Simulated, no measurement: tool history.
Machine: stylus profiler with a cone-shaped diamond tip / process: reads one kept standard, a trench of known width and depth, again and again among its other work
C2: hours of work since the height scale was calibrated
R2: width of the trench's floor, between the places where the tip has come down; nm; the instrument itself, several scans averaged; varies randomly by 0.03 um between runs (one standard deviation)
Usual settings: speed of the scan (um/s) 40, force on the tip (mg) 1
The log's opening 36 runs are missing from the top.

Run 37, hour 477: usual settings but speed of the scan (um/s) 17; scans with this tip 3006; C2 546. Result: depth of the trench (Å) 10096.6, R2 13680 nm.
Run 38, hour 494.9: usual settings but speed of the scan (um/s) 11; scans with this tip 3083; C2 560. Result: depth of the trench (Å) 10101.6, R2 13670 nm.
Run 39, hour 506.4: usual settings but force on the tip (mg) 1.24; scans with this tip 3132; C2 569. Result: depth of the trench (Å) 10114.2, R2 13560 nm.
Run 40, hour 523.1: usual settings but speed of the scan (um/s) 90, force on the tip (mg) 0.95; scans with this tip 3203; C2 582. Result: depth of the trench (Å) 10098.8, R2 13190 nm.
Run 41, hour 531.7: usual settings but speed of the scan (um/s) 90, force on the tip (mg) 2.74; scans with this tip 3240; C2 588. Result: depth of the trench (Å) 10173.7, R2 13400 nm.
Run 42, hour 546.1: usual settings but force on the tip (mg) 1.18; scans with this tip 3301; C2 599. Result: depth of the trench (Å) 10107.9, R2 13530 nm.
Run 43, hour 564.8: usual settings but speed of the scan (um/s) 151, force on the tip (mg) 0.39; scans with this tip 3381; C2 614. Result: depth of the trench (Å) 10067.3, R2 12230 nm.
Run 44, hour 574.2: usual settings but force on the tip (mg) 1.54; scans with this tip 3421; C2 621. Result: depth of the trench (Å) 10127.8, R2 13520 nm.
Run 45, hour 584: usual settings but speed of the scan (um/s) 22, force on the tip (mg) 0.53; scans with this tip 3463; C2 629. Result: depth of the trench (Å) 10076.9, R2 13550 nm.
Run 46, hour 598.7: usual settings but speed of the scan (um/s) 22, force on the tip (mg) 0.53; scans with this tip 3526; C2 640. Result: depth of the trench (Å) 10076.5, R2 13500 nm.
Run 47, hour 606.6: usual settings but speed of the scan (um/s) 22, force on the tip (mg) 0.56; scans with this tip 3559; C2 646. Result: depth of the trench (Å) 10082.2, R2 13520 nm.
Run 48, hour 618: usual settings but speed of the scan (um/s) 22, force on the tip (mg) 0.56; scans with this tip 3608; C2 655. Result: depth of the trench (Å) 10082.2, R2 13510 nm.

Forecast each of these 3 alternatives for the next run:
Run A, hour 635.2: usual settings but speed of the scan (um/s) 53, force on the tip (mg) 0.48; scans with this tip 3681; C2 668. Result: depth of the trench (Å) ?, R2 ?.
Run B, hour 635.2: usual settings but speed of the scan (um/s) 49, force on the tip (mg) 0.9; scans with this tip 3681; C2 668. Result: depth of the trench (Å) ?, R2 ?.
Run C, hour 635.2: usual settings but speed of the scan (um/s) 22, force on the tip (mg) 2.3; scans with this tip 3681; C2 668. Result: depth of the trench (Å) ?, R2 ?.

run  depth of the trench (Å)     R2
  A                  10077.9  13200
  B                  10100.8  13420
  C                  10157.7  13600
Stripped of hidden state, with their random variation kept, the same runs would have yielded:
run  depth of the trench (Å)     R2
  A                  10047.1  13490
  B                  10069.9  13720
  C                  10126.7  13890
